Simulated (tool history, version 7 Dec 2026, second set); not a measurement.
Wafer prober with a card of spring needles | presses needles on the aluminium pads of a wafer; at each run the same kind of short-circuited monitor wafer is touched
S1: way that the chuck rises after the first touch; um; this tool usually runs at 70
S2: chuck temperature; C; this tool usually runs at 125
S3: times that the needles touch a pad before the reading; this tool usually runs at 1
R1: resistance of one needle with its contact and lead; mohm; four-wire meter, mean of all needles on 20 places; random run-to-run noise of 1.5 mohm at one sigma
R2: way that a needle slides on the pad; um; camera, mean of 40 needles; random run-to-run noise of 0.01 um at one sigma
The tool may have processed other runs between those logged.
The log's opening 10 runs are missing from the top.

At day 9.133: tips cleaned on abrasive film.
Run 11, day 9.425: usual settings but S1 81 um. Result: R1 178 mohm, R2 10.02 um.
Run 12, day 10.083: usual settings but S1 81 um. Result: R1 202 mohm, R2 10.03 um.
At day 10.167: height of the first contact set anew.
At day 10.738: tips cleaned on abrasive film.
Run 13, day 11.129: usual settings but S1 81 um. Result: R1 183 mohm, R2 9.97 um.
Run 14, day 12.171: usual settings. Result: R1 237 mohm, R2 8.58 um.
At day 12.288: tips cleaned on abrasive film.
Run 15, day 13.458: usual settings. Result: R1 232 mohm, R2 8.57 um.
At day 13.808: tips cleaned on abrasive film.
Run 16, day 14.829: usual settings. Result: R1 228 mohm, R2 8.56 um.
At day 15.338: tips cleaned on abrasive film.
Run 17, day 16.050: usual settings. Result: R1 217 mohm, R2 8.57 um.
At day 16.746: height of the first contact set anew, once more.
At day 16.862: tips cleaned on abrasive film.
Run 18, day 17.033: usual settings but S1 61 um, S2 98 C, S3 3. Result: R1 155 mohm, R2 7.60 um.
Run 19, day 18.104: usual settings but S1 61 um, S2 26 C, S3 3. Result: R1 172 mohm, R2 7.61 um.
At day 18.379: tips cleaned on abrasive film.
Run 20, day 19.438: usual settings but S3 3. Result: R1 173 mohm, R2 8.71 um.
At day 19.958: tips cleaned on abrasive film.
Run 21, day 20.312: usual settings but S3 3. Result: R1 159 mohm, R2 8.71 um.
Run 22, day 21.200: usual settings but S3 3. Result: R1 176 mohm, R2 8.73 um.
At day 21.479: tips cleaned on abrasive film.
Run 23, day 22.438: usual settings but S1 73 um, S2 87 C, S3 3. Result: R1 161 mohm, R2 9.08 um.
At day 23.017: tips cleaned on abrasive film.
Run 24, day 23.429: usual settings but S1 71 um, S2 77 C, S3 3. Result: R1 156 mohm, R2 8.81 um.
At day 24.533: tips cleaned on abrasive film.
Run 25, day 24.804: usual settings but S1 60 um, S2 76 C. Result: R1 196 mohm, R2 7.44 um.
At day 26.042: tips cleaned on abrasive film.
Run 26, day 26.083: usual settings but S2 124 C, S3 2. Result: R1 147 mohm, R2 8.68 um.
Run 27, day 27.300: usual settings but S2 41 C, S3 2. Result: R1 190 mohm, R2 8.67 um.
At day 27.558: tips cleaned on abrasive film.
Run 28, day 28.167: usual settings but S2 41 C, S3 3. Result: R1 156 mohm, R2 8.66 um.
At day 29.150: tips cleaned on abrasive film.
Run 29, day 29.400: usual settings but S2 41 C, S3 3. Result: R1 144 mohm, R2 8.67 um.
Run 30, day 30.225: usual settings but S1 73 um, S2 26 C, S3 2. Result: R1 182 mohm, R2 9.04 um.
At day 30.704: tips cleaned on abrasive film.
Run 31, day 31.171: usual settings but S3 2. Result: R1 175 mohm, R2 8.66 um.
At day 32.204: tips cleaned on abrasive film.
Run 32, day 32.204: usual settings but S3 2. Result: R1 144 mohm, R2 8.65 um.
Run 33, day 32.950: usual settings but S1 66 um, S2 44 C. Result: R1 220 mohm, R2 8.14 um.

Consider 3 possible next runs. They are alternatives, not a sequence: every one starts from the tool as it was left by run 33. What does each give?
Run A, day 33.671: usual settings but S2 29 C. Result: R1 ?, R2 ?.
Run B, day 33.671: usual settings but S1 83 um. Result: R1 ?, R2 ?.
Run C, day 33.671: usual settings but S1 78 um, S2 44 C. Result: R1 ?, R2 ?.

run   R1     R2
  A  237   8.66
  B  209  10.30
  C  220   9.66
Take away the tool's hidden state, keep each run's random variation, and the runs would have read:
run   R1     R2
  A  125   8.75
  B  138  10.39
  C  129   9.75

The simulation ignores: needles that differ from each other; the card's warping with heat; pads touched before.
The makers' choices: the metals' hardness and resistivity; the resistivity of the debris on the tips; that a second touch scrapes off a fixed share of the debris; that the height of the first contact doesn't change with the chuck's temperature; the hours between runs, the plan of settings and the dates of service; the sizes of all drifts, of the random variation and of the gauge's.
